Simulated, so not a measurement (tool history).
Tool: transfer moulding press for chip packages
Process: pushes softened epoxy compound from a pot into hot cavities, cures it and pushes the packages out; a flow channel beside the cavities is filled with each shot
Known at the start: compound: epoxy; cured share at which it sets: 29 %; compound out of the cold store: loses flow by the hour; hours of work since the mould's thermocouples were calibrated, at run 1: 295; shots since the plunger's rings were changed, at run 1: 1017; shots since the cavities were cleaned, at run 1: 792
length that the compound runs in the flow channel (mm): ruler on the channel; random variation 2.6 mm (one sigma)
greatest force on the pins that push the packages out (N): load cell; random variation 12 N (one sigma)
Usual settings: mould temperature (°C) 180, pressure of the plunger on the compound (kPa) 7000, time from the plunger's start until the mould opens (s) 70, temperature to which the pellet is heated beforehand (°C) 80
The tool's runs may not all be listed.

run     day  mould temperature (°C)  pressure of the plunger on the compound (kPa)  time from the plunger's start until the mould opens (s)  temperature to which the pellet is heated beforehand (°C)  hours of work since the mould's thermocouples were calibrated  shots since the plunger's rings were changed  shots since the cavities were cleaned  incoming compound's hours out of the cold store  length that the compound runs in the flow channel (mm)  greatest force on the pins that push the packages out (N)
  1       0                     180                                           7000                                                       70                                                         80                                                            295                                          1017                                    792                                             24.8                                                     871                                                        959
      0.546  -- cavities cleaned with cleaning compound and waxed
  2   2.496                     180                                           7000                                                       70                                                         80                                                            325                                          1706                                    553                                              9.9                                                     943                                                       1019
      3.812  -- cavities cleaned with cleaning compound and waxed
  3   4.212                     180                                           7000                                                       70                                                         80                                                            345                                          2175                                    113                                             39.1                                                     783                                                        668
      4.971  -- mould's thermocouples calibrated
  4   6.496                     180                                           7000                                                       70                                                         80                                                             19                                          2798                                    736                                             28.4                                                     830                                                       1037
      7.192  -- cavities cleaned with cleaning compound and waxed
  5   8.517                     180                                           7000                                                       70                                                         80                                                             42                                          3352                                    375                                             36.2                                                     777                                                        817
     10.412  -- plunger's sealing rings changed
     10.621  -- cavities cleaned with cleaning compound and waxed
  6  10.825                     186                                           7000                                                       70                                                         80                                                             68                                            99                                     57                                             12.6                                                     924                                                        495
  7  13.367                     186                                           7000                                                       70                                                         80                                                             99                                           820                                    778                                             25.8                                                     841                                                        772
     14.033  -- cavities cleaned with cleaning compound and waxed
  8  14.529                     186                                           7000                                                       70                                                         80                                                            113                                          1131                                    141                                             18.9                                                     883                                                        503
  9  16.667                     177                                           7000                                                       70                                                         80                                                            139                                          1736                                    746                                             23.2                                                     880                                                       1230
     17.338  -- cavities cleaned with cleaning compound and waxed
 10  17.971                     177                                           7000                                                       70                                                         80                                                            154                                          2088                                    179                                               36                                                     808                                                        839
 11  19.433                     177                                           7000                                                       70                                                         80                                                            172                                          2503                                    594                                             36.8                                                     798                                                       1103
     20.671  -- cavities cleaned with cleaning compound and waxed
 12  21.358                     177                                           7000                                                       70                                                         80                                                            194                                          3030                                    195                                             11.3                                                     930                                                        962
 13  22.904                     182                                           5990                                                       89                                                         88                                                            213                                          3467                                    632                                             42.7                                                     692                                                        656
     24.121  -- cavities cleaned with cleaning compound and waxed
     24.442  -- plunger's sealing rings changed
 14  24.554                     188                                           7130                                                       70                                                         80                                                            231                                            32                                     93                                             45.2                                                     760                                                        456
 15  26.171                     188                                           7130                                                       70                                                         80                                                            251                                           491                                    552                                             15.5                                                     906                                                        670
     27.621  -- cavities cleaned with cleaning compound and waxed
 16  27.621                     188                                           7130                                                       70                                                         79                                                            268                                           883                                      0                                              8.6                                                     938                                                        426
 17  29.021                     188                                           7130                                                       70                                                         79                                                            285                                          1280                                    397                                             11.2                                                     917                                                        617
 18  30.592                     178                                           7490                                                       51                                                         86                                                            304                                          1724                                    841                                             10.9                                                     979                                                       2837
     30.954  -- cavities cleaned with cleaning compound and waxed
 19  32.492                     178                                           7490                                                      106                                                         74                                                            326                                          2246                                    436                                              8.5                                                     984                                                        620
     34.392  -- cavities cleaned with cleaning compound and waxed
 20  34.579                     173                                           7490                                                      106                                                         72                                                            351                                          2818                                     52                                             17.4                                                     943                                                        469
     34.879  -- mould's thermocouples calibrated
 21  36.571                     173                                           7490                                                      106                                                         72                                                             21                                          3360                                    594                                             11.4                                                     976                                                        702
     37.725  -- cavities cleaned with cleaning compound and waxed
     38.504  -- plunger's sealing rings changed
 22  39.275                     183                                           8450                                                       81                                                         81                                                             52                                           220                                    410                                             15.5                                                    1012                                                        640
     41.096  -- cavities cleaned with cleaning compound and waxed
 23  41.096                     183                                           7290                                                       53                                                         75                                                             73                                           718                                      0                                             35.3                                                     828                                                       1072
 24  43.575                     183                                           7290                                                       53                                                         75                                                            103                                          1419                                    701                                               39                                                     798                                                       1861

3 ways to go on from here, each from the tool as it stands after run 24. What would each give?
     44.462  -- cavities cleaned with cleaning compound and waxed
  A  45.654                     188                                           7290                                                       90                                                         75                                                            128                                          1990                                    337                                             26.1                                                       ?                                                          ?
     44.462  -- cavities cleaned with cleaning compound and waxed
  B  45.654                     172                                           5480                                                       70                                                         72                                                            128                                          1990                                    337                                             29.3                                                       ?                                                          ?
     44.462  -- cavities cleaned with cleaning compound and waxed
  C  45.654                     178                                           7000                                                       89                                                         80                                                            128                                          1990                                    337                                              9.6                                                       ?                                                          ?

run  length that the compound runs in the flow channel (mm)  greatest force on the pins that push the packages out (N)
  A                                                     849                                                        545
  B                                                     763                                                       1521
  C                                                     948                                                        630
Without the tool's hidden state the same runs would have given:
run  length that the compound runs in the flow channel (mm)  greatest force on the pins that push the packages out (N)
  A                                                     873                                                        371
  B                                                     785                                                       1045
  C                                                     975                                                        431
